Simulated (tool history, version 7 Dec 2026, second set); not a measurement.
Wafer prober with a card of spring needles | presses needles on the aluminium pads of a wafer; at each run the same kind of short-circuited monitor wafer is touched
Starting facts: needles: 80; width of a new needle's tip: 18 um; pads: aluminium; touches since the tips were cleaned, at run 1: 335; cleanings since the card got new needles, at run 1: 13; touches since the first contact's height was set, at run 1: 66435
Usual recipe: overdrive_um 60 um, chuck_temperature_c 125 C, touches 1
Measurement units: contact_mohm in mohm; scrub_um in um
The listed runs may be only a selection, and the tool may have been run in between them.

| run | hour | overdrive_um | chuck_temperature_c | touches | touches since the tips were cleaned | cleanings since the card got new needles | touches since the first contact's height was set | contact_mohm | scrub_um |
|---|---|---|---|---|---|---|---|---|---|
| 1 | 0.0 | 60 | 125 | 1 | 335 | 13 | 66435 | 193 | 9.44 |
|  | 14.9 | tips cleaned on abrasive film |
|  | 28.2 | tips cleaned on abrasive film |
|  | 42.3 | tips cleaned on abrasive film |
| 2 | 42.3 | 60 | 54 | 1 | 0 | 16 | 81740 | 163 | 9.44 |
|  | 55.7 | tips cleaned on abrasive film |
|  | 70.4 | tips cleaned on abrasive film |
|  | 86.0 | tips cleaned on abrasive film |
|  | 99.3 | tips cleaned on abrasive film |
| 3 | 103.6 | 60 | 66 | 1 | 1559 | 20 | 103889 | 249 | 9.38 |
|  | 113.6 | tips cleaned on abrasive film |
|  | 128.6 | tips cleaned on abrasive film |
| 4 | 129.9 | 60 | 66 | 1 | 474 | 22 | 113395 | 197 | 9.36 |
|  | 142.5 | tips cleaned on abrasive film |
|  | 158.4 | tips cleaned on abrasive film |
|  | 173.4 | tips cleaned on abrasive film |
| 5 | 173.4 | 49 | 125 | 1 | 0 | 25 | 129137 | 188 | 7.58 |
|  | 189.7 | tips cleaned on abrasive film |
|  | 203.0 | tips cleaned on abrasive film |
|  | 216.3 | tips cleaned on abrasive film |
| 6 | 219.4 | 49 | 125 | 1 | 1138 | 28 | 145769 | 262 | 7.56 |
|  | 232.7 | tips cleaned on abrasive film |
|  | 246.0 | tips cleaned on abrasive film |
| 7 | 248.8 | 49 | 125 | 1 | 1004 | 30 | 156389 | 277 | 7.51 |
|  | 262.1 | tips cleaned on abrasive film |
|  | 275.4 | tips cleaned on abrasive film |
| 8 | 279.7 | 49 | 125 | 1 | 1574 | 32 | 167580 | 286 | 7.53 |
|  | 289.5 | tips cleaned on abrasive film |
|  | 305.0 | tips cleaned on abrasive film |
| 9 | 305.0 | 45 | 125 | 1 | 0 | 34 | 176690 | 191 | 6.84 |
|  | 320.5 | tips cleaned on abrasive film |
|  | 336.7 | tips cleaned on abrasive film |
| 10 | 343.2 | 45 | 125 | 1 | 2349 | 36 | 190522 | 379 | 6.83 |
|  | 352.4 | tips cleaned on abrasive film |
|  | 369.0 | tips cleaned on abrasive film |
|  | 384.9 | tips cleaned on abrasive film |
|  | 400.3 | tips cleaned on abrasive film |
| 11 | 400.3 | 45 | 125 | 1 | 0 | 40 | 211183 | 191 | 6.82 |
|  | 415.8 | tips cleaned on abrasive film |
|  | 422.7 | height of the first contact set anew |
|  | 432.4 | tips cleaned on abrasive film |
|  | 448.5 | tips cleaned on abrasive film |
| 12 | 456.1 | 45 | 125 | 1 | 2753 | 43 | 12092 | 360 | 7.16 |
|  | 462.8 | tips cleaned on abrasive film |
|  | 478.9 | tips cleaned on abrasive film |
| 13 | 491.1 | 45 | 125 | 1 | 4464 | 45 | 24780 | 433 | 7.14 |
|  | 494.5 | tips cleaned on abrasive film |
|  | 507.8 | tips cleaned on abrasive film |
|  | 524.4 | tips cleaned on abrasive film |
| 14 | 528.2 | 45 | 125 | 1 | 1380 | 48 | 38172 | 306 | 7.15 |
|  | 541.0 | tips cleaned on abrasive film |
|  | 557.2 | tips cleaned on abrasive film |
| 15 | 570.0 | 45 | 125 | 1 | 4670 | 50 | 53313 | 421 | 7.10 |
|  | 572.9 | tips cleaned on abrasive film |
|  | 588.6 | tips cleaned on abrasive film |
| 16 | 596.7 | 45 | 125 | 1 | 2967 | 52 | 62954 | 385 | 7.10 |
|  | 602.9 | tips cleaned on abrasive film |
|  | 618.2 | tips cleaned on abrasive film |
| 17 | 630.5 | 45 | 125 | 1 | 4485 | 54 | 75198 | 441 | 7.05 |
|  | 633.9 | tips cleaned on abrasive film |
|  | 649.6 | tips cleaned on abrasive film |
|  | 662.9 | tips cleaned on abrasive film |
| 18 | 671.6 | 45 | 125 | 2 | 3167 | 57 | 90052 | 312 | 7.04 |
|  | 678.4 | tips cleaned on abrasive film |
|  | 694.2 | tips cleaned on abrasive film |
| 19 | 698.4 | 48 | 74 | 3 | 1540 | 59 | 99726 | 215 | 7.49 |
|  | 708.0 | tips cleaned on abrasive film |
|  | 721.3 | tips cleaned on abrasive film |
|  | 737.1 | tips cleaned on abrasive film |
|  | 753.4 | tips cleaned on abrasive film |
| 20 | 753.5 | 48 | 74 | 3 | 36 | 63 | 119615 | 167 | 7.45 |

For run 21, what comes out?
|  | 769.0 | tips cleaned on abrasive film |
|  | 784.8 | tips cleaned on abrasive film |
|  | 800.4 | tips cleaned on abrasive film |
| 21 | 801.6 | 48 | 74 | 3 | 442 | 66 | 137036 | ? | ? |

contact_mohm: 186 mohm
scrub_um: 7.44 um
The same run, on a tool lacking any hidden state, would have yielded contact_mohm 161 mohm, scrub_um 7.66 um.

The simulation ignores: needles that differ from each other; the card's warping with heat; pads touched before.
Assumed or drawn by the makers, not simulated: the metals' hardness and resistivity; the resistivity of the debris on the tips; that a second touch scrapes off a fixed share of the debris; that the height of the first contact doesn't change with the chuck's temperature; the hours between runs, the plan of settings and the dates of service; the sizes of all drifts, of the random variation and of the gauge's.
